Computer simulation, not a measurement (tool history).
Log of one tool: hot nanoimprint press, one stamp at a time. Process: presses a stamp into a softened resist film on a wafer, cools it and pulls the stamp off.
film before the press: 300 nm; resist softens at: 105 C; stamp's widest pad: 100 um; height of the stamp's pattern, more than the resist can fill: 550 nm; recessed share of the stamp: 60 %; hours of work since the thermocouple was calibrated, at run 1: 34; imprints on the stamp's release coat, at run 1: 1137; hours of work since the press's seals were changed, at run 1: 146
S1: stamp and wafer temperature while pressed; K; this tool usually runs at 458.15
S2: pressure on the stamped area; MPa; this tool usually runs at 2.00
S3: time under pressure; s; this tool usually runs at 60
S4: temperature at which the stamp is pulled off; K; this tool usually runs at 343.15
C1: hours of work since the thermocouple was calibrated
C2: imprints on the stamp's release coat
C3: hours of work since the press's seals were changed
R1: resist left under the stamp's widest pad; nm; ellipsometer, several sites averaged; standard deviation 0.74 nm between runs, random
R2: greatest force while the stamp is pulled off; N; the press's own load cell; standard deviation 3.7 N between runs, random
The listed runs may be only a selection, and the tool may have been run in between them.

run   hour      S1    S2   S3      S4   C1    C2   C3     R1   R2
  1    0.0  458.15  2.00   60  343.15   34  1137  146  145.4  226
  2   15.0  458.15  2.00   60  343.15   42  1164  155  143.8  216
  3   26.9  458.15  2.00   60  343.15   49  1186  162  145.7  214
  4   41.4  458.15  1.45   60  343.15   58  1212  170  165.2  224
  5   50.1  458.15  1.45   60  343.15   63  1228  175  165.5  217
  6   57.7  458.15  1.45   60  343.15   67  1242  180  164.9  216
  7   72.2  458.15  2.00  111  343.15   76  1268  188  113.4  225
  8   88.0  458.15  1.89  111  343.15   85  1296  198  117.6  230
  9   98.7  458.15  2.00   60  343.15   91  1316  204  143.8  217
 10  109.7  458.15  2.00   60  343.15   98  1335  210  144.1  232
 11  123.8  458.15  2.00   60  346.15  106  1361  218  142.7  210
 12  136.0  458.15  2.00   60  346.15  113  1383  226  143.7  216
 13  151.6  456.15  2.00   60  343.15  122  1411  235  155.8  231
 14  164.7  458.15  2.00   60  343.15  130  1435  242  142.0  226
 15  177.3  454.15  2.00   50  346.15  137  1457  250  176.5  213
 16  191.8  454.15  2.00   50  346.15  146  1484  258  178.0  214
 17  199.2  461.15  2.34   49  346.15  150  1497  262  127.2  221
 18  213.2  463.15  2.67   49  338.15  158  1522  271  110.0  240
 19  219.8  463.15  2.67   49  338.15  162  1534  274  109.5  232
 20  227.6  458.15  1.23   60  329.15  166  1548  279  174.7  254
 21  238.9  458.15  1.26   60  346.15  173  1569  286  171.6  229
 22  251.0  458.15  2.68   47  338.15  180  1591  293  136.9  237
 23  258.9  458.15  2.68   47  338.15  185  1605  297  136.9  234
 24  269.7  453.15  2.24   37  343.15  191  1624  304  191.6  226
 25  280.5  458.15  1.92   60  343.15  197  1644  310  144.6  225
 26  289.3  470.15  2.00   60  346.15  202  1660  315   87.5  219
 27  299.1  470.15  2.00   60  346.15  208  1677  321   87.1  224

Predict each of these 3 candidate next runs independently; none follows another, all start after run 27:
  A  306.3  470.15  2.16  60  346.15  212  1690  325   ?   ?
  B  306.3  463.15  2.00  60  350.15  212  1690  325   ?   ?
  C  306.3  470.15  1.64  70  346.15  212  1690  325   ?   ?

run     R1   R2
  A   83.5  224
  B  114.8  215
  C   90.2  225
With no hidden state in the tool, these same runs would have given:
run     R1   R2
  A   86.2  192
  B  118.9  184
  C   93.4  193

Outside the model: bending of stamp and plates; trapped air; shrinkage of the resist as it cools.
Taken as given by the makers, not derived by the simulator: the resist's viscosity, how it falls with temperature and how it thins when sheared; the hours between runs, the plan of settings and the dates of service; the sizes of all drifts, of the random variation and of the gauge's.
